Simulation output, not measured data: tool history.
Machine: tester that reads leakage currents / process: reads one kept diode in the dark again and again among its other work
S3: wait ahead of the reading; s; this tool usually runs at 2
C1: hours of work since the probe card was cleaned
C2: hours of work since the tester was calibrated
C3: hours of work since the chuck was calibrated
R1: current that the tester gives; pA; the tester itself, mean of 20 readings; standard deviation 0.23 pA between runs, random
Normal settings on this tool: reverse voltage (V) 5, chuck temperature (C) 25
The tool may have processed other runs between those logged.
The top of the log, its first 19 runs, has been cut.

Run 20, hour 1203.9: usual settings but chuck temperature (C) 39; C1 863; C2 804; C3 1973. Result: R1 197.01 pA.
Run 21, hour 1279.2: usual settings but chuck temperature (C) 39; C1 901; C2 843; C3 2012. Result: R1 196.96 pA.
Run 22, hour 1362.1: usual settings but reverse voltage (V) 6.8, S3 6.34 s; C1 944; C2 886; C3 2054. Result: R1 88.96 pA.
Run 23, hour 1429.2: usual settings but reverse voltage (V) 9.89, chuck temperature (C) 55, S3 2.87 s; C1 979; C2 920; C3 2089. Result: R1 795.71 pA.
Run 24, hour 1485: usual settings but reverse voltage (V) 1.85, S3 0.36 s; C1 1007; C2 949; C3 2117. Result: R1 44.58 pA.
Run 25, hour 1568.7: usual settings but reverse voltage (V) 16.51, S3 0.79 s; C1 1050; C2 992; C3 2161. Result: R1 155.31 pA.
At hour 1628.4: chuck's temperature calibrated.
Run 26, hour 1630.1: usual settings but reverse voltage (V) 2.66, chuck temperature (C) 46, S3 0.49 s; C1 1081; C2 1022; C3 1. Result: R1 245.86 pA.
At hour 1652.2: probe card cleaned and baked.
Run 27, hour 1713.2: usual settings but reverse voltage (V) 16.84, chuck temperature (C) 46, S3 1.16 s; C1 31; C2 1064; C3 42. Result: R1 630.57 pA.
Run 28, hour 1754.4: usual settings but reverse voltage (V) 2.85, chuck temperature (C) 40, S3 1.14 s; C1 53; C2 1085; C3 63. Result: R1 167.16 pA.
Run 29, hour 1830.9: usual settings but reverse voltage (V) 4.92, chuck temperature (C) 40, S3 1.33 s; C1 92; C2 1124; C3 103. Result: R1 222.15 pA.
Run 30, hour 1867.7: usual settings but reverse voltage (V) 4.92, chuck temperature (C) 40, S3 1.33 s; C1 111; C2 1143; C3 122. Result: R1 221.52 pA.
Run 31, hour 1915.6: usual settings but reverse voltage (V) 11.18, chuck temperature (C) 33, S3 1.33 s; C1 136; C2 1168; C3 146. Result: R1 210.04 pA.
Run 32, hour 1954.7: usual settings but reverse voltage (V) 8.34, S3 2.02 s; C1 156; C2 1188; C3 166. Result: R1 100.29 pA.
Run 33, hour 2010.6: usual settings but reverse voltage (V) 8.34, S3 2.02 s; C1 184; C2 1217; C3 195. Result: R1 99.94 pA.
Run 34, hour 2053.5: usual settings but reverse voltage (V) 8.34, S3 2.02 s; C1 207; C2 1239; C3 217. Result: R1 100.7 pA.
Run 35, hour 2133.8: usual settings but reverse voltage (V) 5.04, S3 5.04 s; C1 248; C2 1280; C3 259. Result: R1 77.27 pA.
Run 36, hour 2191.3: usual settings but reverse voltage (V) 11.1, S3 0.79 s; C1 277; C2 1310; C3 288. Result: R1 120.32 pA.
Run 37, hour 2264.2: usual settings but reverse voltage (V) 1.01, chuck temperature (C) 27, S3 0.87 s; C1 315; C2 1347; C3 326. Result: R1 38.55 pA.
Run 38, hour 2343.7: usual settings but reverse voltage (V) 1.43, chuck temperature (C) 42, S3 0.82 s; C1 356; C2 1388; C3 367. Result: R1 133.75 pA.
Run 39, hour 2415.6: usual settings but reverse voltage (V) 1.43, chuck temperature (C) 42, S3 0.82 s; C1 393; C2 1425; C3 404. Result: R1 132.76 pA.
Run 40, hour 2469.4: usual settings but chuck temperature (C) 43, S3 1.85 s; C1 421; C2 1453; C3 431. Result: R1 273.93 pA.

What if the next run were any one of these 4? Each begins from the tool's condition after run 40:
Run A, hour 2540.8: usual settings but reverse voltage (V) 2.06, chuck temperature (C) 43, S3 1.85 s; C1 457; C2 1490; C3 468. Result: R1 ?.
Run B, hour 2540.8: usual settings but reverse voltage (V) 1.88, S3 6.29 s; C1 457; C2 1490; C3 468. Result: R1 ?.
Run C, hour 2540.8: usual settings but reverse voltage (V) 1.58, chuck temperature (C) 59, S3 1.85 s; C1 457; C2 1490; C3 468. Result: R1 ?.
Run D, hour 2540.8: usual settings but chuck temperature (C) 28, S3 1.85 s; C1 457; C2 1490; C3 468. Result: R1 ?.

run      R1
  A  171.43
  B   45.73
  C  417.68
  D   96.63
Take away the tool's hidden state, keep each run's random variation, and the runs would have read:
run      R1
  A  171.89
  B   45.14
  C  420.15
  D    94.7
